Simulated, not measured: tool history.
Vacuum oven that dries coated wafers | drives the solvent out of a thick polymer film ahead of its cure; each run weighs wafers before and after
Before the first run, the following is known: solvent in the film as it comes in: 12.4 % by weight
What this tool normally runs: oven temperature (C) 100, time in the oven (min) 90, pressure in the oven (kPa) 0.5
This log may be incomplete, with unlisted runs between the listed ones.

Run 1, hour 0: usual settings. Result: solvent left in the film (%) 0.87.
Run 2, hour 14.3: usual settings. Result: solvent left in the film (%) 0.86.
Run 3, hour 20.4: usual settings. Result: solvent left in the film (%) 0.85.
Run 4, hour 33.9: usual settings. Result: solvent left in the film (%) 0.86.
Run 5, hour 41.3: usual settings. Result: solvent left in the film (%) 0.87.
Run 6, hour 52.6: usual settings. Result: solvent left in the film (%) 0.86.
Run 7, hour 63.5: usual settings. Result: solvent left in the film (%) 0.86.
Run 8, hour 72: usual settings but pressure in the oven (kPa) 1.015. Result: solvent left in the film (%) 1.03.
Run 9, hour 80.5: usual settings but pressure in the oven (kPa) 1.015. Result: solvent left in the film (%) 1.04.
Run 10, hour 91.9: usual settings but pressure in the oven (kPa) 1.015. Result: solvent left in the film (%) 1.03.
Run 11, hour 99.8: usual settings but oven temperature (C) 98, pressure in the oven (kPa) 1.015. Result: solvent left in the film (%) 1.26.
Run 12, hour 111.6: usual settings but oven temperature (C) 98, pressure in the oven (kPa) 1.015. Result: solvent left in the film (%) 1.25.
Run 13, hour 118.4: usual settings but oven temperature (C) 98, pressure in the oven (kPa) 1.015. Result: solvent left in the film (%) 1.22.
Run 14, hour 129.8: usual settings but pressure in the oven (kPa) 0.974. Result: solvent left in the film (%) 1.04.
Run 15, hour 139.9: usual settings but pressure in the oven (kPa) 0.974. Result: solvent left in the film (%) 1.04.
Run 16, hour 150.9: usual settings but pressure in the oven (kPa) 1.229. Result: solvent left in the film (%) 1.12.
At hour 153.7: vacuum gauge cleaned of residue and calibrated.
Run 17, hour 164.4: usual settings but pressure in the oven (kPa) 1.229. Result: solvent left in the film (%) 1.11.
Run 18, hour 179.2: usual settings but pressure in the oven (kPa) 1.229. Result: solvent left in the film (%) 1.11.
Run 19, hour 186.2: usual settings but pressure in the oven (kPa) 1.229. Result: solvent left in the film (%) 1.13.
At hour 191.5: vacuum gauge cleaned of residue and calibrated, once more.
Run 20, hour 200.3: usual settings but time in the oven (min) 63. Result: solvent left in the film (%) 1.65.
Run 21, hour 208: usual settings but time in the oven (min) 63. Result: solvent left in the film (%) 1.67.
Run 22, hour 219: usual settings but time in the oven (min) 63. Result: solvent left in the film (%) 1.69.
Run 23, hour 229.1: usual settings but time in the oven (min) 154. Result: solvent left in the film (%) 0.31.
Run 24, hour 243.9: usual settings but time in the oven (min) 154. Result: solvent left in the film (%) 0.29.
Run 25, hour 251.3: usual settings but oven temperature (C) 88, time in the oven (min) 99, pressure in the oven (kPa) 0.585. Result: solvent left in the film (%) 1.98.
Run 26, hour 265.5: usual settings but oven temperature (C) 88, time in the oven (min) 99, pressure in the oven (kPa) 0.585. Result: solvent left in the film (%) 2.
Run 27, hour 273.6: usual settings but oven temperature (C) 113, time in the oven (min) 69, pressure in the oven (kPa) 0.585. Result: solvent left in the film (%) 0.43.
Run 28, hour 283.9: usual settings but oven temperature (C) 104, time in the oven (min) 69, pressure in the oven (kPa) 0.585. Result: solvent left in the film (%) 1.05.
Run 29, hour 292.4: usual settings but oven temperature (C) 90, time in the oven (min) 72, pressure in the oven (kPa) 0.383. Result: solvent left in the film (%) 2.62.
Run 30, hour 305.3: usual settings but oven temperature (C) 96, time in the oven (min) 88, pressure in the oven (kPa) 1.276. Result: solvent left in the film (%) 1.56.
Run 31, hour 318.1: usual settings but oven temperature (C) 86, time in the oven (min) 144. Result: solvent left in the film (%) 1.24.
Run 32, hour 331.6: usual settings but oven temperature (C) 86, time in the oven (min) 144. Result: solvent left in the film (%) 1.23.
Run 33, hour 341.5: usual settings but oven temperature (C) 86, time in the oven (min) 144. Result: solvent left in the film (%) 1.24.
Run 34, hour 355.9: usual settings but oven temperature (C) 98, time in the oven (min) 53, pressure in the oven (kPa) 1.312. Result: solvent left in the film (%) 2.73.
Run 35, hour 365.8: usual settings but oven temperature (C) 98, time in the oven (min) 53, pressure in the oven (kPa) 1.312. Result: solvent left in the film (%) 2.72.
Run 36, hour 372.6: usual settings but pressure in the oven (kPa) 0.329. Result: solvent left in the film (%) 0.77.
Run 37, hour 384.6: usual settings but pressure in the oven (kPa) 0.329. Result: solvent left in the film (%) 0.75.
Run 38, hour 396.4: usual settings but pressure in the oven (kPa) 0.329. Result: solvent left in the film (%) 0.77.
Run 39, hour 409.3: usual settings but oven temperature (C) 85, pressure in the oven (kPa) 0.345. Result: solvent left in the film (%) 2.61.
Run 40, hour 422.5: usual settings but oven temperature (C) 85, pressure in the oven (kPa) 0.345. Result: solvent left in the film (%) 2.6.
Run 41, hour 430: usual settings but oven temperature (C) 107, time in the oven (min) 135, pressure in the oven (kPa) 1.001. Result: solvent left in the film (%) 0.34.
Run 42, hour 441.8: usual settings but oven temperature (C) 107, time in the oven (min) 135, pressure in the oven (kPa) 1.001. Result: solvent left in the film (%) 0.35.
Run 43, hour 456.7: usual settings but oven temperature (C) 107, time in the oven (min) 135, pressure in the oven (kPa) 1.001. Result: solvent left in the film (%) 0.33.
Run 44, hour 471: usual settings but oven temperature (C) 107, time in the oven (min) 99, pressure in the oven (kPa) 0.422. Result: solvent left in the film (%) 0.3.
Run 45, hour 479.1: usual settings but oven temperature (C) 107, time in the oven (min) 99, pressure in the oven (kPa) 0.599. Result: solvent left in the film (%) 0.35.
Run 46, hour 491.8: usual settings but oven temperature (C) 115, time in the oven (min) 68, pressure in the oven (kPa) 1.774. Result: solvent left in the film (%) 0.61.
Run 47, hour 502: usual settings but oven temperature (C) 87, time in the oven (min) 66. Result: solvent left in the film (%) 3.41.

Some steps in solvent left in the film (%), run to run, broken into two amounts with sign: the step expected even without the hidden condition (settings, incoming material, random variation), and the rest, left for the hidden condition together with whatever gauge scatter is not in both the measured and the hidden-condition-free result:
Hidden state at play: true wafer temperature over the reading, C; true pressure over the reading, kPa; drift of the gauge itself on solvent_pct, %.
Run 24 -> 25: oven temperature (C) 100 -> 88, time in the oven (min) 154 -> 99, pressure in the oven (kPa) 0.5 -> 0.585. solvent left in the film (%) +1.69: hidden state -0.37, all else +2.06.
Run 35 -> 36: oven temperature (C) 98 -> 100, time in the oven (min) 53 -> 90, pressure in the oven (kPa) 1.312 -> 0.329. solvent left in the film (%) -1.95: hidden state +0.23, all else -2.18.
Run 40 -> 41: oven temperature (C) 85 -> 107, time in the oven (min) 90 -> 135, pressure in the oven (kPa) 0.345 -> 1.001. solvent left in the film (%) -2.26: hidden state +0.47, all else -2.73.
Run 46 -> 47: oven temperature (C) 115 -> 87, time in the oven (min) 68 -> 66, pressure in the oven (kPa) 1.774 -> 0.5. solvent left in the film (%) +2.8: hidden state -0.41, all else +3.21.
